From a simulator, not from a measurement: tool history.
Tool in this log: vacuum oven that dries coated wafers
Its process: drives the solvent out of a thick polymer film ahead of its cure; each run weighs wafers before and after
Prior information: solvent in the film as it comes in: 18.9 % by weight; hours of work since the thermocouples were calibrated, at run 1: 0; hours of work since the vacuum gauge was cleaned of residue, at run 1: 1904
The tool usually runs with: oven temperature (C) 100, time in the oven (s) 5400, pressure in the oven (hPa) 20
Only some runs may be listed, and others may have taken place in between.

| run | hour | oven temperature (C) | time in the oven (s) | pressure in the oven (hPa) | hours of work since the thermocouples were calibrated | hours of work since the vacuum gauge was cleaned of residue | solvent left in the film (%) |
|---|---|---|---|---|---|---|---|
| 1 | 0 | 100 | 5400 | 20 | 0 | 1904 | 4.24 |
| 2 | 110.5 | 100 | 8100 | 20 | 53 | 1957 | 3.84 |
| 3 | 181.3 | 100 | 5400 | 16 | 88 | 1991 | 3.53 |
| 4 | 281.4 | 100 | 5400 | 20 | 136 | 2040 | 4.07 |
| 5 | 341.1 | 100 | 5400 | 20 | 165 | 2069 | 4.25 |
|  | 385.7 | vacuum gauge cleaned of residue and calibrated |
| 6 | 421.7 | 98 | 5400 | 20 | 203 | 17 | 4.63 |
| 7 | 544.4 | 100 | 5400 | 20 | 262 | 77 | 4.09 |
| 8 | 664 | 100 | 5400 | 20 | 320 | 135 | 4.18 |
| 9 | 754.3 | 100 | 5400 | 20 | 364 | 178 | 4 |
| 10 | 856.1 | 100 | 5400 | 20 | 413 | 227 | 4.22 |
| 11 | 974.8 | 100 | 5400 | 20 | 470 | 285 | 4.16 |
| 12 | 1041.7 | 100 | 5400 | 20 | 503 | 317 | 4.16 |
| 13 | 1132.5 | 100 | 5400 | 20 | 547 | 361 | 4.09 |
| 14 | 1188.8 | 100 | 4500 | 20 | 574 | 388 | 4.39 |
| 15 | 1261.6 | 100 | 4500 | 20 | 609 | 423 | 4.54 |
| 16 | 1380.9 | 100 | 4500 | 20 | 667 | 481 | 4.54 |
| 17 | 1443.4 | 100 | 4500 | 20 | 697 | 511 | 4.52 |
| 18 | 1508 | 100 | 4500 | 20 | 728 | 543 | 4.45 |
| 19 | 1588.5 | 102 | 5400 | 20 | 767 | 581 | 3.68 |
| 20 | 1700.5 | 106 | 9120 | 33.8 | 821 | 636 | 4.96 |
| 21 | 1799.8 | 100 | 3360 | 49.4 | 869 | 684 | 10.08 |
| 22 | 1864.6 | 100 | 3360 | 49.4 | 901 | 715 | 9.99 |
| 23 | 1942.2 | 100 | 3360 | 49.4 | 938 | 752 | 10.1 |
|  | 1973.4 | oven's thermocouples calibrated |
| 24 | 2035 | 102 | 7320 | 13.2 | 30 | 796 | 2.29 |
| 25 | 2122.3 | 94 | 5400 | 68.9 | 72 | 839 | 16.02 |
| 26 | 2177.2 | 106 | 5220 | 67.5 | 99 | 865 | 10.03 |
| 27 | 2303.8 | 100 | 5460 | 20 | 160 | 926 | 4.08 |
| 28 | 2428.9 | 100 | 5460 | 20 | 220 | 987 | 4.11 |
| 29 | 2500.5 | 98 | 8880 | 36.8 | 255 | 1021 | 7.31 |
| 30 | 2571.5 | 98 | 7980 | 36.8 | 289 | 1056 | 7.42 |

How the hidden state differs across the entries between the runs, from the last listed run before each to the first after it:
Runs 5 to 6: vacuum gauge cleaned of residue and calibrated (hour 385.7)
  true pressure over the reading, kPa: 0.02 -> 0
Runs 23 to 24: oven's thermocouples calibrated (hour 1973.4)
  true wafer temperature over the reading, C: -0.07 -> 0

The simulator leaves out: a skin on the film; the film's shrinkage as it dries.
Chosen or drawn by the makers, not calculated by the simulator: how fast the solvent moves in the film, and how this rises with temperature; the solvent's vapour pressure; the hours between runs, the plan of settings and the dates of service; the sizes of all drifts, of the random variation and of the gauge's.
